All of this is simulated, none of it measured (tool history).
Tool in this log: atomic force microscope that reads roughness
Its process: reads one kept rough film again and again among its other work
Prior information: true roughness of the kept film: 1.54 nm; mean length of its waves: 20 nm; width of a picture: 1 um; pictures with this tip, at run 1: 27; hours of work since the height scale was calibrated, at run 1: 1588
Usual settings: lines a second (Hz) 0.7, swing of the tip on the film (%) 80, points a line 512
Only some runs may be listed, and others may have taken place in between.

run	hour	lines a second (Hz)	swing of the tip on the film (%)	points a line	pictures with this tip	hours of work since the height scale was calibrated	roughness of the kept film (nm (root mean square))
1	0	0.7	80	512	27	1588	1.279
2	31.4	0.7	80	512	68	1613	1.227
3	59.2	0.7	80	512	104	1634	1.185
# hour 72: new tip fitted
4	88.4	0.7	80	512	21	1656	1.276
5	136.8	0.7	80	512	85	1693	1.178
# hour 162.5: new tip fitted
6	163.3	0.7	80	512	1	1713	1.298
7	189.6	0.7	80	512	35	1733	1.265
8	241.5	0.7	64	512	103	1773	1.185
# hour 255.3: new tip fitted
9	283.3	0.7	64	512	37	1805	1.28
10	309.7	0.794	64	512	72	1825	1.215
# hour 345.7: new tip fitted
11	350.4	0.7	80	512	6	1856	1.301
12	398.8	0.7	80	512	69	1893	1.207
13	430.1	0.7	80	512	110	1917	1.157
# hour 437.6: new tip fitted
14	453.5	0.7	80	512	20	1934	1.283
15	486.1	0.7	80	512	63	1959	1.224
# hour 529.3: new tip fitted
16	530.7	0.7	80	512	2	1993	1.312
17	580.8	0.7	80	512	67	2032	1.213
18	616.1	0.7	63	512	113	2059	1.17
# hour 620.8: new tip fitted
19	664.7	0.7	63	512	57	2096	1.241
20	687.2	0.7	63	512	87	2113	1.188
# hour 712: new tip fitted
21	727.3	0.7	63	512	20	2143	1.295
22	757	0.7	80	305	59	2166	1.196
23	788.7	0.7	80	305	101	2190	1.138
# hour 801.9: new tip fitted
24	821.4	0.7	80	305	26	2215	1.237
25	847.8	0.7	80	305	60	2235	1.2
26	871.5	0.595	76	612	91	2254	1.2
# hour 892.4: new tip fitted
27	897.2	0.595	76	612	6	2273	1.312
28	920.4	0.595	76	612	37	2291	1.269
29	946.2	2.072	68	274	70	2310	1.144
# hour 984.5: new tip fitted
30	992.6	2.072	68	274	10	2346	1.237
31	1023.3	2.721	64	618	51	2369	1.196
32	1071.8	2.557	64	618	114	2406	1.123
# hour 1077: new tip fitted
33	1101.2	0.7	80	424	32	2429	1.266
34	1127.3	0.7	80	424	66	2449	1.225
35	1165.8	1.073	55	862	116	2478	1.176
# hour 1171: new tip fitted
36	1204.8	0.784	85	735	45	2508	1.226
37	1245.5	0.7	80	703	98	2539	1.183
# hour 1260.9: new tip fitted
38	1271	0.7	70	1000	13	2558	1.314
39	1317.8	0.7	85	279	75	2594	1.161
40	1349.6	0.7	85	279	116	2618	1.093
# hour 1353.5: new tip fitted
41	1377.8	0.7	85	279	32	2640	1.212
42	1413.2	0.7	85	279	78	2667	1.146
# hour 1447.8: new tip fitted
43	1448.9	1.296	65	495	2	2694	1.301
44	1472.7	1.296	65	495	33	2712	1.259
# hour 1502.2: height scale calibrated on a step standard
45	1514.3	1.296	65	495	86	9	1.209
# hour 1538.1: new tip fitted
46	1542.8	1.296	65	495	6	31	1.334
47	1569.3	3.335	65	279	40	51	1.189
48	1609.5	0.71	85	279	93	82	1.137
# hour 1631.8: new tip fitted
49	1632.3	0.51	80	644	1	99	1.338

The same runs without the tool's hidden state, with the same run-to-run variation:
The tool's hidden condition here consists of: radius of the tip, nm; height scale over the true one, %; drift of the gauge itself on roughness_nm, %.
run	roughness of the kept film (nm (root mean square))
1	1.324
2	1.329
3	1.335
4	1.333
5	1.329
6	1.315
7	1.336
8	1.352
9	1.359
10	1.346
11	1.331
12	1.327
13	1.331
14	1.33
15	1.337
16	1.336
17	1.332
18	1.356
19	1.369
20	1.356
21	1.355
22	1.306
23	1.304
24	1.301
25	1.311
26	1.351
27	1.343
28	1.35
29	1.263
30	1.278
31	1.3
32	1.316
33	1.332
34	1.338
35	1.362
36	1.323
37	1.356
38	1.356
39	1.291
40	1.279
41	1.28
42	1.283
43	1.329
44	1.334
45	1.333
46	1.345
47	1.253
48	1.275
49	1.344
